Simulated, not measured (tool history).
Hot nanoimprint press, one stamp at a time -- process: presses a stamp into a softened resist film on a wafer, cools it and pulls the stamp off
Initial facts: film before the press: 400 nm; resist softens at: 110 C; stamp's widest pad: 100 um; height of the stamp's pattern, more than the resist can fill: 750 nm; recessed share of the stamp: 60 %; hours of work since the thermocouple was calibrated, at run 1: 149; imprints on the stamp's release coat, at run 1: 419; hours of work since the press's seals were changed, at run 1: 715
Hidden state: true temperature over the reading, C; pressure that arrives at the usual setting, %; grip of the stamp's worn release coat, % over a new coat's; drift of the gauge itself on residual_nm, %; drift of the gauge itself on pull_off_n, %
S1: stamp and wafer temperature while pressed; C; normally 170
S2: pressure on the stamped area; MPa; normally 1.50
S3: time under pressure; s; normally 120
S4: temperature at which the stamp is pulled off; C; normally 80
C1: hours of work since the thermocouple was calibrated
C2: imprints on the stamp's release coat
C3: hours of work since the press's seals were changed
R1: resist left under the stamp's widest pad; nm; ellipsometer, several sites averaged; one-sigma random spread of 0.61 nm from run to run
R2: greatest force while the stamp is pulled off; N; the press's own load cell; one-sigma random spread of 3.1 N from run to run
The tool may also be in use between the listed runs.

| run | day | S1 | S2 | S3 | S4 | C1 | C2 | C3 | R1 | R2 |
|---|---|---|---|---|---|---|---|---|---|---|
| 1 | 0.000 | 170 | 1.50 | 120 | 80 | 149 | 419 | 715 | 154.1 | 228 |
| 2 | 1.083 | 170 | 1.50 | 120 | 80 | 167 | 483 | 733 | 153.1 | 223 |
| 3 | 1.950 | 170 | 1.50 | 120 | 87 | 181 | 534 | 748 | 153.2 | 217 |
|  | 2.958 | stamp cleaned and given a new release coat |
| 4 | 3.238 | 179 | 1.50 | 120 | 80 | 198 | 17 | 765 | 86.4 | 207 |
| 5 | 4.146 | 179 | 1.50 | 120 | 80 | 213 | 70 | 780 | 86.8 | 212 |
|  | 5.579 | press's hydraulic seals changed and the load cell set to zero |
| 6 | 5.750 | 179 | 1.50 | 74 | 80 | 234 | 145 | 3 | 105.2 | 215 |
| 7 | 7.438 | 179 | 1.50 | 74 | 88 | 262 | 244 | 31 | 105.5 | 199 |
| 8 | 8.612 | 179 | 1.50 | 74 | 88 | 281 | 313 | 50 | 105.1 | 197 |
| 9 | 10.146 | 179 | 1.50 | 74 | 88 | 307 | 403 | 75 | 104.7 | 208 |
| 10 | 11.633 | 179 | 1.50 | 74 | 88 | 331 | 490 | 100 | 104.1 | 204 |
|  | 13.375 | stamp cleaned and given a new release coat |
| 11 | 13.588 | 179 | 1.50 | 74 | 88 | 359 | 12 | 128 | 104.4 | 189 |
| 12 | 15.425 | 171 | 1.50 | 120 | 80 | 389 | 120 | 158 | 138.9 | 218 |
| 13 | 17.008 | 170 | 0.96 | 120 | 80 | 415 | 213 | 184 | 184.8 | 222 |
|  | 17.775 | plate thermocouple calibrated |
| 14 | 18.688 | 170 | 0.96 | 120 | 80 | 15 | 304 | 210 | 180.8 | 220 |
| 15 | 20.238 | 170 | 1.76 | 120 | 80 | 41 | 395 | 235 | 134.3 | 227 |
| 16 | 21.842 | 159 | 1.76 | 118 | 80 | 67 | 490 | 261 | 268.1 | 225 |
|  | 23.571 | stamp cleaned and given a new release coat |
| 17 | 23.667 | 170 | 1.02 | 127 | 80 | 93 | 6 | 287 | 170.7 | 205 |
| 18 | 24.667 | 179 | 1.96 | 65 | 86 | 109 | 65 | 304 | 92.5 | 198 |
| 19 | 25.854 | 179 | 1.96 | 128 | 80 | 129 | 134 | 323 | 69.0 | 214 |
| 20 | 26.808 | 179 | 1.96 | 128 | 80 | 145 | 191 | 339 | 68.7 | 219 |
|  | 27.942 | plate thermocouple calibrated, once more |
| 21 | 28.379 | 170 | 1.50 | 70 | 80 | 7 | 275 | 363 | 189.3 | 222 |
| 22 | 30.017 | 170 | 1.45 | 120 | 80 | 34 | 372 | 390 | 156.9 | 224 |
| 23 | 30.788 | 170 | 1.45 | 120 | 85 | 47 | 417 | 402 | 156.4 | 215 |
| 24 | 31.954 | 167 | 1.50 | 120 | 69 | 66 | 485 | 422 | 186.8 | 260 |
|  | 33.792 | stamp cleaned and given a new release coat |
| 25 | 33.900 | 165 | 1.88 | 93 | 80 | 94 | 6 | 450 | 209.4 | 206 |
| 26 | 35.804 | 165 | 1.88 | 93 | 80 | 125 | 118 | 481 | 209.9 | 216 |
| 27 | 37.654 | 170 | 1.81 | 236 | 80 | 156 | 226 | 511 | 106.4 | 219 |
| 28 | 39.529 | 170 | 1.81 | 236 | 80 | 187 | 337 | 542 | 105.8 | 229 |
| 29 | 40.396 | 178 | 2.03 | 73 | 80 | 201 | 387 | 556 | 97.3 | 228 |

The logged runs with the hidden state left out (each run's random variation unchanged):
| run | R1 | R2 |
|---|---|---|
| 1 | 153.8 | 210 |
| 2 | 152.9 | 203 |
| 3 | 153.2 | 196 |
| 4 | 86.3 | 207 |
| 5 | 86.8 | 210 |
| 6 | 106.9 | 210 |
| 7 | 107.5 | 191 |
| 8 | 107.2 | 186 |
| 9 | 107.0 | 192 |
| 10 | 106.6 | 186 |
| 11 | 107.1 | 190 |
| 12 | 143.2 | 214 |
| 13 | 190.7 | 214 |
| 14 | 190.7 | 210 |
| 15 | 142.3 | 212 |
| 16 | 281.2 | 206 |
| 17 | 181.3 | 208 |
| 18 | 97.7 | 198 |
| 19 | 73.0 | 211 |
| 20 | 72.8 | 214 |
| 21 | 188.0 | 210 |
| 22 | 156.0 | 208 |
| 23 | 155.7 | 198 |
| 24 | 186.2 | 237 |
| 25 | 208.8 | 206 |
| 26 | 209.8 | 212 |
| 27 | 106.5 | 210 |
| 28 | 106.2 | 215 |
| 29 | 97.2 | 212 |

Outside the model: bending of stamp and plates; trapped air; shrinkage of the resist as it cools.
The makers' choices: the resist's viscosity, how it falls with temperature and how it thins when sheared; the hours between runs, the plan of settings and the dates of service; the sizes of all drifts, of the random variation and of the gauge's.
